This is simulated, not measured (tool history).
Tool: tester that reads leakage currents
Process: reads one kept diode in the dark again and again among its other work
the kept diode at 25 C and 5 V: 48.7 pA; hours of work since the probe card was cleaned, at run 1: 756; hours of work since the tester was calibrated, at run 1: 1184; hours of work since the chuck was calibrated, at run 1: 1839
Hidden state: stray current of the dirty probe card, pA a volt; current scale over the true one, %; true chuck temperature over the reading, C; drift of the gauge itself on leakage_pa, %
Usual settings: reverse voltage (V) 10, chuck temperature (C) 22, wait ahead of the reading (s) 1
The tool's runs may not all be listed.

run,hour,reverse voltage (V),chuck temperature (C),wait ahead of the reading (s),hours of work since the probe card was cleaned,hours of work since the tester was calibrated,hours of work since the chuck was calibrated,current that the tester gives (pA)
1,0,10,22,1,756,1184,1839,55
2,33.8,10,22,1,771,1199,1854,55.05
3,70.3,10,22,1,787,1215,1870,55.18
4,137.9,10,22,1,816,1245,1900,55.77
5,194.1,10,22,2.01,841,1269,1924,55.58
6,231.7,10,22,2.01,857,1286,1941,55.61
7,301.8,10,22,1,888,1317,1972,56.04
8,335.6,10,22,1,903,1331,1986,56.33
9,374.1,10,22,1,920,1348,2003,56.48
10,423.1,10,22,1,941,1370,2025,56.56
11,451.7,10,22,1,954,1382,2037,56.94
12,483.8,3.3,22,1,968,1396,2051,31.67
13,512.5,10,26,1,981,1409,2064,76.88
14,576.2,10,22,1,1009,1437,2092,57.34
15,623.8,10,22,0.37,1029,1458,2113,58.14
16,681.7,10,37,1,1055,1483,2138,182.65
17,744.6,10,34,1,1082,1511,2166,144.32
# hour 752.2: probe card cleaned and baked
# hour 788.7: chuck's temperature calibrated
18,808.8,10,22,1,24,1537,9,51.62
19,851.3,10,22,1,43,1556,27,51.72
20,893.1,10,22,6.16,61,1574,46,51.22
21,957.2,10,22,6.16,89,1602,74,51.53
22,1007.2,1.4,22,0.67,111,1624,96,21.67
23,1043.1,1.8,22,1.41,127,1640,112,24.13
# hour 1050.7: tester calibrated
24,1101,1.8,22,1.41,151,22,136,24.21
25,1171,10,22,4.75,182,53,167,52.55
26,1221.8,9.7,47,1.55,204,75,189,420.35
27,1267.5,9.7,47,1.55,224,95,209,419.05
28,1300.4,6.7,54,1.22,239,110,224,610.77
29,1342.2,19.2,26,6.23,257,128,242,102.09
# hour 1360.9: tester calibrated, once more
30,1404.1,5.4,26,0.45,283,19,268,56.67
31,1464.8,5.4,26,0.45,310,46,295,56.61
32,1531.4,5.4,26,0.45,339,75,324,56.81
33,1569.4,10,48,0.46,356,91,341,452.35
34,1628.7,10,29,8.61,382,117,367,96.44
35,1676.6,10,22,1.59,403,138,388,54
36,1726.1,10,30,0.91,425,160,410,105.25
37,1773.8,16.2,43,0.34,446,181,430,379.31
38,1814.8,16.2,43,0.34,464,199,448,378.57
39,1862.9,1,34,6.16,485,220,470,52.54
40,1927.8,9.4,23,3.32,513,249,498,57.57
41,1978.1,9.4,23,0.34,535,271,520,58.91

Forecast each of these 3 alternatives for the next run:
A,2036.3,1.4,22,1,561,296,546,?
B,2036.3,2.3,23,0.34,561,296,546,?
C,2036.3,12.8,35,6.61,561,296,546,?

run,current that the tester gives (pA)
A,21.4
B,29.85
C,180.03
Without the tool's hidden state the same runs would have given:
run,current that the tester gives (pA)
A,21.17
B,29.3
C,176.96
